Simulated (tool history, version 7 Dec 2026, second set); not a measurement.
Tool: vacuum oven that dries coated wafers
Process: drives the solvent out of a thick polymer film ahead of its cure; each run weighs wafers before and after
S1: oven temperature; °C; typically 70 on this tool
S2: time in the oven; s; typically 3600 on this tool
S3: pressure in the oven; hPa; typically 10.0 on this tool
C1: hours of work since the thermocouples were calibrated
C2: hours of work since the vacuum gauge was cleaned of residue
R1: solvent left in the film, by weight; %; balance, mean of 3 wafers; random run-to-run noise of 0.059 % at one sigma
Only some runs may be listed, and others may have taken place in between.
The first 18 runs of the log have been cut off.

{"run": 19, "hour": 377.5, "S1": 70, "S2": 3600, "S3": 6.4, "C1": 235, "C2": 658, "R1": 2.75}
{"run": 20, "hour": 396.7, "S1": 70, "S2": 3600, "S3": 6.4, "C1": 247, "C2": 669, "R1": 2.81}
{"run": 21, "hour": 426.5, "S1": 70, "S2": 3600, "S3": 28.0, "C1": 265, "C2": 688, "R1": 4.61}
{"run": 22, "hour": 446.5, "S1": 70, "S2": 3600, "S3": 29.3, "C1": 277, "C2": 700, "R1": 4.73}
{"run": 23, "hour": 475.4, "S1": 70, "S2": 3600, "S3": 10.0, "C1": 295, "C2": 718, "R1": 3.08}
{"run": 24, "hour": 490.9, "S1": 70, "S2": 3600, "S3": 10.0, "C1": 305, "C2": 727, "R1": 3.26}
{"run": 25, "hour": 509.8, "S1": 67, "S2": 2100, "S3": 10.0, "C1": 316, "C2": 739, "R1": 6.27}
{"run": 26, "hour": 528.5, "S1": 67, "S2": 2100, "S3": 9.9, "C1": 328, "C2": 750, "R1": 6.37}
{"run": 27, "hour": 552.2, "S1": 66, "S2": 2160, "S3": 10.0, "C1": 342, "C2": 765, "R1": 6.47}
{"run": 28, "hour": 582.6, "S1": 59, "S2": 2460, "S3": 12.3, "C1": 361, "C2": 783, "R1": 8.68}
{"run": 29, "hour": 600.6, "S1": 59, "S2": 4080, "S3": 12.3, "C1": 372, "C2": 794, "R1": 6.9}
{"run": 30, "hour": 619.4, "S1": 58, "S2": 2520, "S3": 10.5, "C1": 383, "C2": 806, "R1": 8.89}
{"run": 31, "hour": 636.2, "S1": 83, "S2": 1860, "S3": 9.0, "C1": 394, "C2": 816, "R1": 1.62}
{"run": 32, "hour": 656.5, "S1": 83, "S2": 2400, "S3": 5.7, "C1": 406, "C2": 828, "R1": 0.95}
{"run": 33, "hour": 674.0, "S1": 56, "S2": 2760, "S3": 10.0, "C1": 417, "C2": 839, "R1": 9.17}
{"run": 34, "hour": 693.8, "S1": 59, "S2": 2760, "S3": 10.4, "C1": 429, "C2": 851, "R1": 8.15}
{"run": 35, "hour": 719.2, "S1": 70, "S2": 3660, "S3": 10.0, "C1": 445, "C2": 867, "R1": 3.04}
{"run": 36, "hour": 748.8, "S1": 70, "S2": 1860, "S3": 25.3, "C1": 463, "C2": 885, "R1": 6.66}
{"run": 37, "hour": 776.2, "S1": 70, "S2": 1860, "S3": 25.3, "C1": 479, "C2": 902, "R1": 6.6}
{"run": 38, "hour": 798.8, "S1": 70, "S2": 1860, "S3": 38.3, "C1": 493, "C2": 916, "R1": 7.54}

For run 39, what comes out?
{"run": 39, "hour": 821.0, "S1": 65, "S2": 2460, "S3": 16.4, "C1": 507, "C2": 929, "R1": "?"}

{"run 39": {"R1": 6.79}}
With the hidden condition absent and the run-to-run variation left alone, this run would have shown R1 6.89 %.
